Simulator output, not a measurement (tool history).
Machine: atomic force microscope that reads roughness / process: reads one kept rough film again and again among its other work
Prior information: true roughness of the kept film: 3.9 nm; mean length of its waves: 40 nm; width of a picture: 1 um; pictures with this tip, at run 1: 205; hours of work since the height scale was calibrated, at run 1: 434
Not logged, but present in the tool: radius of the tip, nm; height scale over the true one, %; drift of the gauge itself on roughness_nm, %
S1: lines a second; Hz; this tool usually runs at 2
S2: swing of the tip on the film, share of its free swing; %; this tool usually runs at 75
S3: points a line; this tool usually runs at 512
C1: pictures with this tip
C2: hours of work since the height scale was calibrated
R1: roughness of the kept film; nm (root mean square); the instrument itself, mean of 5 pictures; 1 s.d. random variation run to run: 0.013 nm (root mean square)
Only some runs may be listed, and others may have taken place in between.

run	day	S1	S2	S3	C1	C2	R1
1	0	2	75	512	205	434	2.765
# day 0.162: new tip fitted
2	2.258	2	75	512	95	469	3.008
3	4.075	2	59	512	177	496	3.1
# day 4.983: new tip fitted
4	5.358	2	59	512	17	516	3.445
5	7.567	2	75	512	117	549	2.957
# day 9.65: new tip fitted
6	9.65	2	75	512	0	581	3.22
7	11.712	0.86	75	512	94	612	3.209
8	13.95	0.86	75	512	195	647	2.999
# day 14.458: new tip fitted
9	15.067	0.86	75	512	28	663	3.409
10	16.842	2.25	75	512	109	690	2.936
11	18.208	2	81	512	171	711	2.738
# day 19.179: new tip fitted
12	19.704	2	75	904	24	734	3.169
13	20.646	2	68	643	67	748	3.217
14	21.821	2	57	348	120	766	3.222
15	23.458	2	57	348	194	791	3.058
# day 23.904: new tip fitted
16	25.012	1.1	59	348	50	815	3.436
17	26.229	1.1	59	348	105	833	3.326
18	27.812	1.1	59	348	177	857	3.162

Predict each of these 4 candidate next runs independently; none follows another, all start after run 18:
# day 28.704: new tip fitted
A	30.05	0.8	87	525	61	891	?
# day 28.704: new tip fitted
B	30.05	0.62	65	808	61	891	?
# day 28.704: new tip fitted
C	30.05	3.69	61	348	61	891	?
# day 28.704: new tip fitted
D	30.05	2	75	788	61	891	?

run	R1
A	3.175
B	3.445
C	3.162
D	3.081
With no hidden state in the tool, these same runs would have given:
run	R1
A	3.29
B	3.569
C	3.277
D	3.192
